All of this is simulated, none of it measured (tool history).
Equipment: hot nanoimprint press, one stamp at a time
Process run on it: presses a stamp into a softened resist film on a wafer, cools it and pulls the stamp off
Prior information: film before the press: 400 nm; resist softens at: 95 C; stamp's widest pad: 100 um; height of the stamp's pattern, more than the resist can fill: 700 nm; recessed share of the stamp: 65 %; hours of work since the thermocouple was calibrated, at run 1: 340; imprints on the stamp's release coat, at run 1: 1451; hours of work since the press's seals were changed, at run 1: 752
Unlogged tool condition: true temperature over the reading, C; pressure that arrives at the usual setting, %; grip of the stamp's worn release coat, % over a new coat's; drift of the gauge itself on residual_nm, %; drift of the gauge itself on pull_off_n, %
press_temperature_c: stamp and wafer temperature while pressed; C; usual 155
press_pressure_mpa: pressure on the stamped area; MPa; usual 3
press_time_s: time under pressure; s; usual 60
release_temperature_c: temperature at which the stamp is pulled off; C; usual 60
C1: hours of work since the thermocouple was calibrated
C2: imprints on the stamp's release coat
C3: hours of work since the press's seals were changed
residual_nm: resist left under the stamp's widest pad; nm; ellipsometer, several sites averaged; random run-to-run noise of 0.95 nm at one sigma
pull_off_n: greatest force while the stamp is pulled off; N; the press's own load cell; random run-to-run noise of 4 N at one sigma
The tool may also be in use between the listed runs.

run 1 hour=0 | press_temperature_c=155 press_pressure_mpa=3 press_time_s=60 release_temperature_c=60 | C1=340 C2=1451 C3=752 | residual_nm=182.9 pull_off_n=194
run 2 hour=89 | press_temperature_c=155 press_pressure_mpa=3 press_time_s=60 release_temperature_c=60 | C1=397 C2=1692 C3=808 | residual_nm=183.2 pull_off_n=194
-- hour=108.5 plate thermocouple calibrated
run 3 hour=142.7 | press_temperature_c=155 press_pressure_mpa=3 press_time_s=60 release_temperature_c=60 | C1=22 C2=1830 C3=841 | residual_nm=184.4 pull_off_n=189
-- hour=204.8 stamp cleaned and given a new release coat
run 4 hour=235.4 | press_temperature_c=155 press_pressure_mpa=3 press_time_s=60 release_temperature_c=60 | C1=77 C2=84 C3=896 | residual_nm=185.1 pull_off_n=200
run 5 hour=282.1 | press_temperature_c=155 press_pressure_mpa=3 press_time_s=60 release_temperature_c=60 | C1=107 C2=210 C3=926 | residual_nm=186.7 pull_off_n=191
run 6 hour=343.5 | press_temperature_c=155 press_pressure_mpa=3 press_time_s=60 release_temperature_c=60 | C1=146 C2=377 C3=965 | residual_nm=185.9 pull_off_n=188
run 7 hour=389.2 | press_temperature_c=155 press_pressure_mpa=3 press_time_s=60 release_temperature_c=60 | C1=175 C2=501 C3=994 | residual_nm=186.9 pull_off_n=196
run 8 hour=447.6 | press_temperature_c=155 press_pressure_mpa=3 press_time_s=60 release_temperature_c=60 | C1=212 C2=660 C3=1031 | residual_nm=187.1 pull_off_n=201
run 9 hour=549.1 | press_temperature_c=155 press_pressure_mpa=3 press_time_s=60 release_temperature_c=60 | C1=277 C2=936 C3=1096 | residual_nm=186.1 pull_off_n=194
run 10 hour=595.1 | press_temperature_c=155 press_pressure_mpa=3 press_time_s=60 release_temperature_c=60 | C1=306 C2=1061 C3=1125 | residual_nm=187.1 pull_off_n=193
run 11 hour=673.4 | press_temperature_c=164 press_pressure_mpa=3 press_time_s=60 release_temperature_c=60 | C1=356 C2=1274 C3=1175 | residual_nm=131.1 pull_off_n=196
-- hour=753.6 plate thermocouple calibrated
run 12 hour=757.6 | press_temperature_c=164 press_pressure_mpa=3 press_time_s=60 release_temperature_c=60 | C1=3 C2=1494 C3=1227 | residual_nm=129.4 pull_off_n=189
-- hour=818.2 press's hydraulic seals changed and the load cell set to zero
run 13 hour=825.3 | press_temperature_c=155 press_pressure_mpa=3 press_time_s=60 release_temperature_c=60 | C1=41 C2=1656 C3=5 | residual_nm=187.8 pull_off_n=194
run 14 hour=920.8 | press_temperature_c=145 press_pressure_mpa=3 press_time_s=60 release_temperature_c=60 | C1=101 C2=1916 C3=65 | residual_nm=281.5 pull_off_n=190
-- hour=952.3 stamp cleaned and given a new release coat
run 15 hour=1009.2 | press_temperature_c=145 press_pressure_mpa=3 press_time_s=60 release_temperature_c=60 | C1=154 C2=155 C3=118 | residual_nm=283.6 pull_off_n=193
run 16 hour=1063.1 | press_temperature_c=145 press_pressure_mpa=2.79 press_time_s=41 release_temperature_c=63 | C1=188 C2=301 C3=152 | residual_nm=314.1 pull_off_n=180
run 17 hour=1112.5 | press_temperature_c=145 press_pressure_mpa=2.79 press_time_s=41 release_temperature_c=63 | C1=220 C2=435 C3=184 | residual_nm=317.1 pull_off_n=178
-- hour=1141.3 gauge calibrated
run 18 hour=1200.6 | press_temperature_c=144 press_pressure_mpa=3 press_time_s=83 release_temperature_c=60 | C1=276 C2=675 C3=240 | residual_nm=264.6 pull_off_n=192
run 19 hour=1260 | press_temperature_c=163 press_pressure_mpa=2.06 press_time_s=60 release_temperature_c=60 | C1=314 C2=836 C3=278 | residual_nm=166.4 pull_off_n=185
run 20 hour=1346.9 | press_temperature_c=163 press_pressure_mpa=2.06 press_time_s=60 release_temperature_c=60 | C1=369 C2=1072 C3=333 | residual_nm=166.1 pull_off_n=199
-- hour=1403.3 plate thermocouple calibrated
run 21 hour=1420.6 | press_temperature_c=163 press_pressure_mpa=2.06 press_time_s=60 release_temperature_c=60 | C1=11 C2=1264 C3=378 | residual_nm=167.3 pull_off_n=195
run 22 hour=1498.1 | press_temperature_c=155 press_pressure_mpa=3 press_time_s=60 release_temperature_c=64 | C1=60 C2=1475 C3=427 | residual_nm=184.5 pull_off_n=174
run 23 hour=1575 | press_temperature_c=157 press_pressure_mpa=2.44 press_time_s=41 release_temperature_c=60 | C1=109 C2=1684 C3=476 | residual_nm=216.9 pull_off_n=188
run 24 hour=1656.4 | press_temperature_c=155 press_pressure_mpa=3 press_time_s=38 release_temperature_c=52 | C1=161 C2=1905 C3=528 | residual_nm=211 pull_off_n=234
-- hour=1691 stamp cleaned and given a new release coat
run 25 hour=1759.6 | press_temperature_c=166 press_pressure_mpa=4.16 press_time_s=42 release_temperature_c=52 | C1=223 C2=187 C3=590 | residual_nm=111.8 pull_off_n=235
run 26 hour=1812.3 | press_temperature_c=162 press_pressure_mpa=4.21 press_time_s=57 release_temperature_c=60 | C1=257 C2=330 C3=624 | residual_nm=118 pull_off_n=186
run 27 hour=1856.7 | press_temperature_c=162 press_pressure_mpa=4.21 press_time_s=57 release_temperature_c=60 | C1=285 C2=451 C3=652 | residual_nm=117.2 pull_off_n=188
run 28 hour=1904.4 | press_temperature_c=162 press_pressure_mpa=4.21 press_time_s=57 release_temperature_c=60 | C1=315 C2=580 C3=682 | residual_nm=116.3 pull_off_n=191
run 29 hour=1987.9 | press_temperature_c=155 press_pressure_mpa=3 press_time_s=60 release_temperature_c=63 | C1=369 C2=807 C3=736 | residual_nm=188.9 pull_off_n=176

Measured minus without-hidden-state, run by run (identical run-to-run variation in each term; gauge scatter may differ):
run=1 residual_nm=-0.2
run=2 residual_nm=+0.2
run=3 residual_nm=+0.8
run=4 residual_nm=+1.1
run=5 residual_nm=+1.3
run=6 residual_nm=+1.5
run=7 residual_nm=+1.7
run=8 residual_nm=+2
run=9 residual_nm=+2.3
run=10 residual_nm=+2.5
run=11 residual_nm=+2
run=12 residual_nm=+2.3
run=13 residual_nm=+3.5
run=14 residual_nm=+5.9
run=15 residual_nm=+6.4
run=16 residual_nm=+7.4
run=17 residual_nm=+7.8
run=18 residual_nm=+0.1
run=19 residual_nm=+0.3
run=20 residual_nm=+0.6
run=21 residual_nm=+1.1
run=22 residual_nm=+1.5
run=23 residual_nm=+2.2
run=24 residual_nm=+2.5
run=25 residual_nm=+1.6
run=26 residual_nm=+1.8
run=27 residual_nm=+1.9
run=28 residual_nm=+2
run=29 residual_nm=+3.6
pull_off_n without the hidden state stays within 2 N of what was measured, in all runs.

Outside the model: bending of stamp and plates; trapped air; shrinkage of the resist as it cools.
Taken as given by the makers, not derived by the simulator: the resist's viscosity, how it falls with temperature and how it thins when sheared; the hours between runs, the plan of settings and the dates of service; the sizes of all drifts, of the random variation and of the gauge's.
